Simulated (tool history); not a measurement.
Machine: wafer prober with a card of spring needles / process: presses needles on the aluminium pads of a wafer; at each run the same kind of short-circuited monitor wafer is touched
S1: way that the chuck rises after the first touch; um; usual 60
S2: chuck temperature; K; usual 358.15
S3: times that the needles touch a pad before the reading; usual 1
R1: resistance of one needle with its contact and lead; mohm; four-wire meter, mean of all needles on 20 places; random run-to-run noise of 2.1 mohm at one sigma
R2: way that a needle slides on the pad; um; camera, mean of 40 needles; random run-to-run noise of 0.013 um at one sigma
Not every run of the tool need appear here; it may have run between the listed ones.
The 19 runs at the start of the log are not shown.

run	hour	S1	S2	S3	R1	R2
# hour 518.7: tips cleaned on abrasive film
20	518.7	50	310.15	2	217	11.52
# hour 556.5: tips cleaned on abrasive film
21	556.8	50	310.15	2	220	11.50
22	582.4	42	333.15	2	281	9.63
# hour 593.9: tips cleaned on abrasive film
23	600.2	42	333.15	2	248	9.61
24	629.5	42	333.15	2	281	9.63
# hour 631.2: tips cleaned on abrasive film
25	661.9	44	329.15	2	275	10.07
# hour 669.5: tips cleaned on abrasive film
26	694.6	44	329.15	2	268	10.06
# hour 706.0: tips cleaned on abrasive film
27	721.9	44	329.15	2	264	10.06
28	738.7	67	358.15	2	248	15.41
# hour 744.9: tips cleaned on abrasive film
29	768.1	67	358.15	2	242	15.40
# hour 781.8: tips cleaned on abrasive film
30	791.1	76	314.15	2	225	17.46
# hour 820.2: tips cleaned on abrasive film
31	821.2	64	325.15	1	222	14.67
32	854.9	48	359.15	2	271	10.93

Predict each of these 3 candidate next runs independently; none follows another, all start after run 32:
# hour 857.6: tips cleaned on abrasive film
A	881.6	75	359.15	2	?	?
# hour 857.6: tips cleaned on abrasive film
B	881.6	68	347.15	1	?	?
# hour 857.6: tips cleaned on abrasive film
C	881.6	48	338.15	1	?	?

run	R1	R2
A	241	17.21
B	262	15.61
C	286	10.93
With the hidden condition removed and each run's random variation left untouched, the same runs would have given:
run	R1	R2
A	222	17.49
B	224	15.89
C	217	11.21
